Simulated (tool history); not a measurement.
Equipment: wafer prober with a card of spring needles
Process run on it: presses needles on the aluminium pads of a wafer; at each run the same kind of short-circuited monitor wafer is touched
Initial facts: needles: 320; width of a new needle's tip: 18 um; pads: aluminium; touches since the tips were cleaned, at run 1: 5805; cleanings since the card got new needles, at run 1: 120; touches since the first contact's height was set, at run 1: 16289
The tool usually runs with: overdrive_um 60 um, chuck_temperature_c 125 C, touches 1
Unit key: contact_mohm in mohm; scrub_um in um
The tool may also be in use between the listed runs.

run   hour  overdrive_um  chuck_temperature_c  touches  touches since the tips were cleaned  cleanings since the card got new needles  touches since the first contact's height was set  contact_mohm  scrub_um
  1      0            60                  125        1                                 5805                                       120                                             16289           268     11.11
         6  -- tips cleaned on abrasive film
      33.8  -- tips cleaned on abrasive film
      62.5  -- tips cleaned on abrasive film
      90.6  -- tips cleaned on abrasive film
  2   97.5            60                  125        2                                 1751                                       124                                             40988           230     11.05
     119.8  -- tips cleaned on abrasive film
     147.3  -- tips cleaned on abrasive film
  3  147.3            60                  125        1                                    0                                       126                                             53611           217     11.03
     176.6  -- tips cleaned on abrasive film
     204.6  -- tips cleaned on abrasive film
  4  216.8            49                  125        1                                 3106                                       128                                             71248           269      8.94
     228.5  -- tips cleaned on abrasive film
     234.5  -- height of the first contact set anew
     257.4  -- tips cleaned on abrasive film
       286  -- tips cleaned on abrasive film
  5  301.3            49                  125        1                                 3879                                       131                                             16941           272      9.06
       312  -- tips cleaned on abrasive film
     340.6  -- tips cleaned on abrasive film
     367.1  -- tips cleaned on abrasive film
     390.7  -- tips cleaned on abrasive film
  6  400.9            60                  125        1                                 2601                                       135                                             42198           243     10.99
     418.4  -- tips cleaned on abrasive film
     444.9  -- tips cleaned on abrasive film
  7  444.9            68                  110        3                                    0                                       137                                             53325           214      12.5
       472  -- tips cleaned on abrasive film
     500.6  -- tips cleaned on abrasive film
     526.1  -- tips cleaned on abrasive film
  8  526.1            41                   72        2                                    0                                       140                                             73912           222      7.42
     532.3  -- height of the first contact set anew
     554.9  -- tips cleaned on abrasive film
     583.4  -- tips cleaned on abrasive film
     607.6  -- tips cleaned on abrasive film
  9  623.1            46                   33        2                                 3926                                       143                                             23020           242      8.47
     634.9  -- tips cleaned on abrasive film
     662.3  -- tips cleaned on abrasive film
     690.4  -- tips cleaned on abrasive film
 10  709.2            60                   45        2                                 4776                                       146                                             44858           230     11.02
     715.2  -- tips cleaned on abrasive film
     742.6  -- tips cleaned on abrasive film
     770.8  -- tips cleaned on abrasive film
       799  -- tips cleaned on abrasive film
 11  805.8            60                  125        3                                 1734                                       150                                             69342           225     10.93

Predict each of these 5 candidate next runs independently; none follows another, all start after run 11:
     827.8  -- tips cleaned on abrasive film
     828.1  -- height of the first contact set anew
     857.7  -- tips cleaned on abrasive film
  A  880.5            70                   35        3                                 5798                                       152                                             13287             ?         ?
     827.8  -- tips cleaned on abrasive film
     828.1  -- height of the first contact set anew
     857.7  -- tips cleaned on abrasive film
  B  880.5            60                  112        1                                 5798                                       152                                             13287             ?         ?
     827.8  -- tips cleaned on abrasive film
     828.1  -- height of the first contact set anew
     857.7  -- tips cleaned on abrasive film
  C  880.5            50                  125        3                                 5798                                       152                                             13287             ?         ?
     827.8  -- tips cleaned on abrasive film
     828.1  -- height of the first contact set anew
     857.7  -- tips cleaned on abrasive film
  D  880.5            51                  125        1                                 5798                                       152                                             13287             ?         ?
     827.8  -- tips cleaned on abrasive film
     828.1  -- height of the first contact set anew
     857.7  -- tips cleaned on abrasive film
  E  880.5            54                   89        1                                 5798                                       152                                             13287             ?         ?

run  contact_mohm  scrub_um
  A           213     12.99
  B           272      11.1
  C           246      9.24
  D           294      9.43
  E           283     10.01
Had the tool no hidden state, the same runs would have come out as:
run  contact_mohm  scrub_um
  A           193        13
  B           212     11.11
  C           215      9.25
  D           216      9.44
  E           208     10.02
